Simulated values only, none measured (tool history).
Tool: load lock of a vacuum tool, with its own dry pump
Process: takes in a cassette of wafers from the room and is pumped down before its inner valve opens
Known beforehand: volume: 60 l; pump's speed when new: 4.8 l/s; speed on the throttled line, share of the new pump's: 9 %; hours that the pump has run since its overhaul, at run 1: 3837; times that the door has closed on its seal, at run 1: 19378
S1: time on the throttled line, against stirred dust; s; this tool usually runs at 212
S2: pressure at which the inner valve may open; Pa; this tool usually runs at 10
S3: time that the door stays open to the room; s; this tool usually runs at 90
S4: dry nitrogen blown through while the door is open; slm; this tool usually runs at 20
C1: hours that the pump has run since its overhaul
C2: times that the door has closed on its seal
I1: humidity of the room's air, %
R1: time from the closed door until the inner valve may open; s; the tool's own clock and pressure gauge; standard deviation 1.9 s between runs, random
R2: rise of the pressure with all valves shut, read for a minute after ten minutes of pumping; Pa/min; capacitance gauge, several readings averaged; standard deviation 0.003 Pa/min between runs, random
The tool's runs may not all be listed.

| run | hour | S1 | S2 | S3 | S4 | C1 | C2 | I1 | R1 | R2 |
|---|---|---|---|---|---|---|---|---|---|---|
| 1 | 0.0 | 212 | 10 | 90 | 20 | 3837 | 19378 | 46.2 | 320.0 | 0.106 |
| 2 | 134.1 | 212 | 10 | 90 | 20 | 3971 | 19809 | 44.9 | 314.3 | 0.105 |
| 3 | 277.0 | 212 | 10 | 90 | 20 | 4114 | 20268 | 45.5 | 318.4 | 0.117 |
| 4 | 388.1 | 212 | 10 | 90 | 20 | 4225 | 20625 | 45.9 | 314.3 | 0.109 |
| 5 | 604.9 | 212 | 10 | 90 | 20 | 4442 | 21322 | 43.4 | 316.5 | 0.108 |
| 6 | 815.9 | 212 | 10 | 36 | 20 | 4653 | 22000 | 43.6 | 314.9 | 0.113 |
| 7 | 959.8 | 212 | 10 | 36 | 33 | 4797 | 22462 | 48.0 | 316.7 | 0.106 |
| 8 | 1056.8 | 212 | 10 | 90 | 10 | 4894 | 22774 | 44.9 | 318.2 | 0.134 |
| 9 | 1162.2 | 212 | 10 | 90 | 10 | 4999 | 23112 | 43.8 | 316.7 | 0.135 |
| 10 | 1261.6 | 212 | 10 | 90 | 21 | 5098 | 23431 | 47.4 | 315.3 | 0.133 |
| 11 | 1459.1 | 212 | 10 | 30 | 20 | 5296 | 24066 | 47.6 | 320.1 | 0.124 |
| 12 | 1657.6 | 212 | 10 | 46 | 20 | 5494 | 24704 | 44.0 | 315.0 | 0.131 |
| 13 | 1779.9 | 212 | 10 | 46 | 20 | 5617 | 25097 | 45.8 | 314.8 | 0.130 |
| 14 | 1952.4 | 212 | 10 | 46 | 20 | 5789 | 25651 | 43.1 | 320.2 | 0.140 |
| 15 | 2177.1 | 212 | 10 | 46 | 20 | 6014 | 26373 | 43.7 | 320.8 | 0.144 |
| 16 | 2326.5 | 212 | 10 | 46 | 20 | 6163 | 26853 | 42.4 | 319.1 | 0.150 |
| 17 | 2545.3 | 212 | 10 | 46 | 20 | 6382 | 27556 | 46.0 | 320.8 | 0.154 |
| 18 | 2767.3 | 212 | 10 | 90 | 20 | 6604 | 28269 | 45.3 | 321.4 | 0.159 |
| 19 | 2915.3 | 387 | 17 | 33 | 33 | 6752 | 28744 | 48.1 | 469.8 | 0.153 |
| 20 | 3045.0 | 387 | 17 | 33 | 33 | 6882 | 29161 | 48.4 | 469.8 | 0.153 |
| 21 | 3178.5 | 281 | 10 | 177 | 20 | 7015 | 29590 | 42.8 | 381.5 | 0.174 |
| 22 | 3278.7 | 281 | 10 | 177 | 20 | 7115 | 29912 | 46.1 | 389.4 | 0.181 |
| 23 | 3443.7 | 212 | 16 | 62 | 43 | 7280 | 30442 | 41.4 | 314.1 | 0.169 |
| 24 | 3545.4 | 212 | 16 | 62 | 43 | 7382 | 30769 | 47.9 | 312.6 | 0.169 |

Forecast run 25:
| 25 | 3713.9 | 301 | 16 | 62 | 16 | 7551 | 31310 | 44.1 | ? | ? |

{"run 25": {"R1": 391.8, "R2": 0.18}}
Take away the tool's hidden state, keep the run-to-run variation as it was, and the same run would have given R1 380.8 s, R2 0.029 Pa/min.
